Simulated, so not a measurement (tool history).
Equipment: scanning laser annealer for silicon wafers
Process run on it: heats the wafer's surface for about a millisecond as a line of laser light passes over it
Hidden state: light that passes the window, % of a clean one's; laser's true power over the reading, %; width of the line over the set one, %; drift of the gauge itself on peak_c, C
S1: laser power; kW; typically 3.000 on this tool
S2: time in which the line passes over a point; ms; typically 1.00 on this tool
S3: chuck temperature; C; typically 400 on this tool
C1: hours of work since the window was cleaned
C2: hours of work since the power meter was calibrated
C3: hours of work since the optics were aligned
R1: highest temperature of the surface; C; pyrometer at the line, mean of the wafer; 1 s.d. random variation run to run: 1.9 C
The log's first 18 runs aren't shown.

run	hour	S1	S2	S3	C1	C2	C3	R1
19	239.9	2.706	1.00	370	256	432	679	1074
20	251.7	2.706	1.00	370	263	438	685	1076
21	264.4	2.706	1.19	406	269	445	692	1186
22	277.2	3.000	1.00	366	276	451	698	1157
23	291.6	3.108	1.13	366	284	459	706	1250
24	302.3	3.260	1.13	398	289	465	712	1328
25	310.4	3.260	0.94	410	294	469	716	1244
26	328.2	3.260	0.94	410	303	478	725	1241
27	335.7	3.260	0.86	392	307	482	729	1178
28	349.8	3.174	0.92	373	315	490	737	1168
29	360.3	3.174	0.92	373	320	495	742	1170
30	374.1	3.174	0.92	373	327	503	750	1169
31	386.3	2.958	1.10	364	334	509	756	1184
32	401.4	2.958	1.10	364	342	517	764	1180
33	409.5	2.958	1.10	364	346	521	768	1177
34	421.4	3.000	1.12	371	352	528	775	1209
35	439.5	2.687	1.00	433	362	537	784	1123
36	447.8	2.687	1.00	433	366	542	789	1125
37	460.3	2.687	1.00	433	373	548	795	1124
38	472.3	3.214	1.00	385	379	555	802	1228
39	490.2	3.214	0.97	438	389	564	811	1262
40	502.6	3.000	1.00	396	395	571	818	1176

Consider 5 possible next runs. They are alternatives, not a sequence: every one starts from the tool as it was left by run 40. What does each give?
A	519.0	3.000	1.17	396	404	579	826	?
B	519.0	3.000	1.00	399	404	579	826	?
C	519.0	3.102	0.80	400	404	579	826	?
D	519.0	3.076	1.00	428	404	579	826	?
E	519.0	3.176	0.92	379	404	579	826	?

run	R1
A	1251
B	1179
C	1108
D	1226
E	1171
Stripped of hidden state, with their random variation kept, the same runs would have yielded:
run	R1
A	1296
B	1219
C	1144
D	1267
E	1212
